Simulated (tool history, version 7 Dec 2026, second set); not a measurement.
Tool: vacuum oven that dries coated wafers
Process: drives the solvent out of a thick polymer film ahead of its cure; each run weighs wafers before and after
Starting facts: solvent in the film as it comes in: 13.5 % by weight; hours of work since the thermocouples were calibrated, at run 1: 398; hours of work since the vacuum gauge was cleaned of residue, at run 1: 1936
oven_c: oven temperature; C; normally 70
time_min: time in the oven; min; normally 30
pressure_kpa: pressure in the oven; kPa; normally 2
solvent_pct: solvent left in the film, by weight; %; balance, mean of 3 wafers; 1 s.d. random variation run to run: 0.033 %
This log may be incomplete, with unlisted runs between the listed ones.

run	hour	oven_c	time_min	pressure_kpa	hours of work since the thermocouples were calibrated	hours of work since the vacuum gauge was cleaned of residue	solvent_pct
1	0	70	30	2	398	1936	2.71
2	94.1	70	30	2	461	2000	2.73
3	218.3	70	30	2	546	2084	2.82
4	293.9	70	30	2	597	2135	2.86
5	353.5	74	30	2	637	2176	2.12
6	429.3	74	30	2	688	2227	2.05
7	523.4	74	30	2	752	2291	2.1
8	602.5	74	30	2	806	2344	2.12
9	716.8	74	30	2	883	2422	2.11
# hour 762.3: oven's thermocouples calibrated
10	806	70	30	2	30	2481	2.78
11	936.7	70	30	2	118	2569	2.79
12	1064.7	70	30	2	205	2656	2.8
13	1146.6	70	30	2	260	2712	2.83
14	1233.7	70	30	2	319	2771	2.85
15	1326	70	30	2	382	2833	2.89
16	1450.5	70	30	1.42	466	2917	2.58
17	1516.8	70	36	2	511	2962	2.54
18	1596.4	70	41	2	565	3016	2.42
19	1675.1	70	41	2	618	3070	2.39
20	1769.9	70	41	2	682	3134	2.44
# hour 1849.6: vacuum gauge cleaned of residue and calibrated
21	1865.8	70	41	2	746	11	1.65
22	1922.7	70	41	2	785	50	1.71
23	2048.9	59	41	1.59	870	135	3.92
# hour 2114.5: oven's thermocouples calibrated
24	2131.4	70	28	5.57	11	189	4.33
25	2199.3	70	37	2	57	235	1.77
26	2281.1	83	37	1.74	113	291	0.61
27	2354.8	74	37	5.34	163	341	3.03
28	2450.9	69	36	1.4	228	406	1.82
29	2527	69	36	1.4	279	457	1.69
30	2620.8	69	36	1.4	343	521	1.79
31	2712.6	69	33	2	405	583	2.37
32	2822.7	58	38	2	480	658	4.94
33	2911.9	58	38	7.39	540	718	9.3
34	2997.2	58	38	7.39	598	776	9.28
35	3089.5	65	42	7.39	660	838	6.49
36	3207.6	61	17	4.29	740	918	7.96
37	3277.1	61	26	2.28	787	965	5.61
38	3330	61	22	2.54	823	1001	6.32
39	3422.9	70	19	3.16	886	1064	4.46
# hour 3466.3: oven's thermocouples calibrated
40	3521.7	70	19	3.16	37	1130	4.38
41	3592.2	70	19	3.16	85	1178	4.37

Run by run, hidden condition taken away, random variation retained:
The hidden state here: true wafer temperature over the reading, C; true pressure over the reading, kPa; drift of the gauge itself on solvent_pct, %.
run	solvent_pct
1	2.2
2	2.2
3	2.26
4	2.26
5	1.6
6	1.53
7	1.54
8	1.55
9	1.51
10	2.3
11	2.27
12	2.25
13	2.25
14	2.25
15	2.26
16	1.92
17	1.84
18	1.69
19	1.65
20	1.66
21	1.61
22	1.64
23	3.74
24	4.36
25	1.77
26	0.58
27	2.99
28	1.75
29	1.6
30	1.67
31	2.22
32	4.69
33	8.99
34	8.93
35	6.16
36	7.64
37	5.23
38	5.93
39	4.1
40	4.12
41	4.1
